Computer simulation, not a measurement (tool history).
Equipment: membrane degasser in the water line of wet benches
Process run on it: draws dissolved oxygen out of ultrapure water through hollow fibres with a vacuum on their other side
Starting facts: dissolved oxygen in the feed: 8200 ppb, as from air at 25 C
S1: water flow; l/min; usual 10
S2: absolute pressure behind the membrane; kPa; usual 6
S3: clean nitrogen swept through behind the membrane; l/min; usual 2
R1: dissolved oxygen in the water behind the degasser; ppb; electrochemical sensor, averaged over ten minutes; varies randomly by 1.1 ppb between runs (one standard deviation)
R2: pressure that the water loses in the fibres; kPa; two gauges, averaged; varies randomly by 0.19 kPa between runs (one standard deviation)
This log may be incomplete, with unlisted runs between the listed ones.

run 1 hour=0 | S1=10 S2=6 S3=2 | R1=106.3 R2=39.1
run 2 hour=28.9 | S1=10 S2=6 S3=2 | R1=107.4 R2=39.4
run 3 hour=57 | S1=10 S2=6 S3=2 | R1=106.8 R2=39.27
run 4 hour=108.2 | S1=10 S2=6 S3=2 | R1=107.8 R2=39.09
run 5 hour=166.1 | S1=10 S2=6 S3=2 | R1=109.2 R2=39.1
run 6 hour=208.2 | S1=10 S2=6 S3=2.94 | R1=97.3 R2=39.01
run 7 hour=243.6 | S1=10 S2=6 S3=2.94 | R1=99.2 R2=39.49
run 8 hour=294.3 | S1=10 S2=10.95 S3=2 | R1=171.3 R2=39.3
run 9 hour=362.3 | S1=10 S2=10.95 S3=2 | R1=167.2 R2=38.88
run 10 hour=431.2 | S1=10 S2=6 S3=1.76 | R1=113.8 R2=39.19
run 11 hour=470 | S1=10 S2=6 S3=2 | R1=109.2 R2=39.33
run 12 hour=501.8 | S1=10 S2=8.27 S3=2 | R1=137.7 R2=39.05
run 13 hour=556.7 | S1=10 S2=8.27 S3=2 | R1=138.7 R2=39.37
run 14 hour=588.6 | S1=7 S2=14.3 S3=3.7 | R1=76.5 R2=27.7
run 15 hour=619.9 | S1=8 S2=10.74 S3=3.9 | R1=75.4 R2=31.58
run 16 hour=658.5 | S1=9 S2=10.74 S3=1.05 | R1=213.2 R2=35.85
run 17 hour=713.3 | S1=9 S2=10.74 S3=1.05 | R1=212.4 R2=35.4
run 18 hour=772.6 | S1=7 S2=5.3 S3=0.9 | R1=67.1 R2=27.7
run 19 hour=825.1 | S1=13 S2=5.3 S3=0.9 | R1=228.6 R2=51.17
run 20 hour=884.3 | S1=10 S2=5.2 S3=0.9 | R1=130.7 R2=39.29
run 21 hour=919.5 | S1=10 S2=5.2 S3=0.9 | R1=129.6 R2=39.26
run 22 hour=971.9 | S1=10 S2=5.2 S3=0.9 | R1=131.8 R2=39.46
run 23 hour=1009 | S1=13 S2=6 S3=2.34 | R1=195.5 R2=51.34
run 24 hour=1062.6 | S1=13 S2=5.06 S3=1.05 | R1=210 R2=51.83
run 25 hour=1116.5 | S1=13 S2=5.06 S3=1.05 | R1=212.4 R2=51.02
run 26 hour=1153.3 | S1=13 S2=9.26 S3=1.05 | R1=332.3 R2=51.11

What if the next run were any one of these 4? Each begins from the tool's condition after run 26:
run A hour=1220 | S1=16 S2=14.53 S3=2.11 | R1=? R2=?
run B hour=1220 | S1=13 S2=7.64 S3=1.05 | R1=? R2=?
run C hour=1220 | S1=13 S2=9.26 S3=1.68 | R1=? R2=?
run D hour=1220 | S1=13 S2=9.26 S3=2.31 | R1=? R2=?

run=A R1=457.6 R2=63.03
run=B R1=280.8 R2=51.22
run=C R1=268.6 R2=51.41
run=D R1=239.6 R2=51.3
Without the tool's unlogged condition, the same runs would have read:
run=A R1=436.3 R2=61.96
run=B R1=263.3 R2=50.34
run=C R1=252.7 R2=50.54
run=D R1=225 R2=50.43
